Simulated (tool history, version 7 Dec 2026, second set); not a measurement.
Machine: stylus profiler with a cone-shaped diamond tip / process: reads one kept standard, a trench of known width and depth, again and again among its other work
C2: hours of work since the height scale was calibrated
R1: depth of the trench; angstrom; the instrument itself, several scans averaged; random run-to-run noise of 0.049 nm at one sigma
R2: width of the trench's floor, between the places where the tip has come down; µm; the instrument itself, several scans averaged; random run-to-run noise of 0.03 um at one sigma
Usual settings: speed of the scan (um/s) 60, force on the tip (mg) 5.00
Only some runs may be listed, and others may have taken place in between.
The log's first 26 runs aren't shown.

run 27 hour=1104.6 | speed_of_the_scan_(um/s)=29 force_on_the_tip_(mg)=1.92 | scans_with_this_tip=5321 C2=467 | R1=2022.1 R2=46.79
run 28 hour=1136.8 | speed_of_the_scan_(um/s)=20 force_on_the_tip_(mg)=9.12 | scans_with_this_tip=5377 C2=481 | R1=2056.6 R2=46.85
run 29 hour=1182.0 | speed_of_the_scan_(um/s)=96 force_on_the_tip_(mg)=2.69 | scans_with_this_tip=5454 C2=500 | R1=2026.9 R2=46.58
run 30 hour=1215.5 | speed_of_the_scan_(um/s)=41 force_on_the_tip_(mg)=5.00 | scans_with_this_tip=5512 C2=514 | R1=2038.6 R2=46.80
run 31 hour=1239.6 | speed_of_the_scan_(um/s)=132 force_on_the_tip_(mg)=5.13 | scans_with_this_tip=5553 C2=524 | R1=2040.5 R2=46.68
run 32 hour=1269.6 | speed_of_the_scan_(um/s)=82 force_on_the_tip_(mg)=9.34 | scans_with_this_tip=5605 C2=537 | R1=2057.2 R2=46.74
run 33 hour=1306.2 | speed_of_the_scan_(um/s)=16 force_on_the_tip_(mg)=6.23 | scans_with_this_tip=5668 C2=553 | R1=2044.8 R2=46.87
run 34 hour=1328.9 | speed_of_the_scan_(um/s)=16 force_on_the_tip_(mg)=6.23 | scans_with_this_tip=5707 C2=562 | R1=2046.2 R2=46.82
run 35 hour=1351.8 | speed_of_the_scan_(um/s)=95 force_on_the_tip_(mg)=3.06 | scans_with_this_tip=5746 C2=572 | R1=2029.7 R2=46.63
run 36 hour=1392.5 | speed_of_the_scan_(um/s)=95 force_on_the_tip_(mg)=3.06 | scans_with_this_tip=5816 C2=589 | R1=2031.5 R2=46.62
run 37 hour=1421.0 | speed_of_the_scan_(um/s)=15 force_on_the_tip_(mg)=3.25 | scans_with_this_tip=5865 C2=601 | R1=2031.2 R2=46.77
run 38 hour=1453.8 | speed_of_the_scan_(um/s)=22 force_on_the_tip_(mg)=3.25 | scans_with_this_tip=5921 C2=615 | R1=2031.8 R2=46.78
run 39 hour=1477.0 | speed_of_the_scan_(um/s)=22 force_on_the_tip_(mg)=3.25 | scans_with_this_tip=5961 C2=625 | R1=2031.0 R2=46.77
run 40 hour=1506.4 | speed_of_the_scan_(um/s)=21 force_on_the_tip_(mg)=8.08 | scans_with_this_tip=6012 C2=637 | R1=2053.0 R2=46.80
run 41 hour=1548.7 | speed_of_the_scan_(um/s)=64 force_on_the_tip_(mg)=1.92 | scans_with_this_tip=6084 C2=655 | R1=2023.5 R2=46.64
run 42 hour=1582.5 | speed_of_the_scan_(um/s)=20 force_on_the_tip_(mg)=4.26 | scans_with_this_tip=6143 C2=669 | R1=2037.6 R2=46.81
run 43 hour=1620.4 | speed_of_the_scan_(um/s)=20 force_on_the_tip_(mg)=4.26 | scans_with_this_tip=6208 C2=685 | R1=2037.3 R2=46.76
run 44 hour=1651.4 | speed_of_the_scan_(um/s)=51 force_on_the_tip_(mg)=13.87 | scans_with_this_tip=6261 C2=699 | R1=2075.3 R2=46.74
run 45 hour=1689.8 | speed_of_the_scan_(um/s)=51 force_on_the_tip_(mg)=5.90 | scans_with_this_tip=6327 C2=715 | R1=2045.2 R2=46.76
run 46 hour=1730.6 | speed_of_the_scan_(um/s)=21 force_on_the_tip_(mg)=2.32 | scans_with_this_tip=6397 C2=732 | R1=2027.5 R2=46.75

Forecast each of these 3 alternatives for the next run:
run A hour=1755.7 | speed_of_the_scan_(um/s)=60 force_on_the_tip_(mg)=4.73 | scans_with_this_tip=6440 C2=743 | R1=? R2=?
run B hour=1755.7 | speed_of_the_scan_(um/s)=16 force_on_the_tip_(mg)=2.21 | scans_with_this_tip=6440 C2=743 | R1=? R2=?
run C hour=1755.7 | speed_of_the_scan_(um/s)=58 force_on_the_tip_(mg)=3.23 | scans_with_this_tip=6440 C2=743 | R1=? R2=?

run=A R1=2040.4 R2=46.68
run=B R1=2026.6 R2=46.76
run=C R1=2032.2 R2=46.69
With the hidden condition removed and each run's random variation left untouched, the same runs would have given:
run=A R1=2034.1 R2=47.07
run=B R1=2020.3 R2=47.15
run=C R1=2025.8 R2=47.08
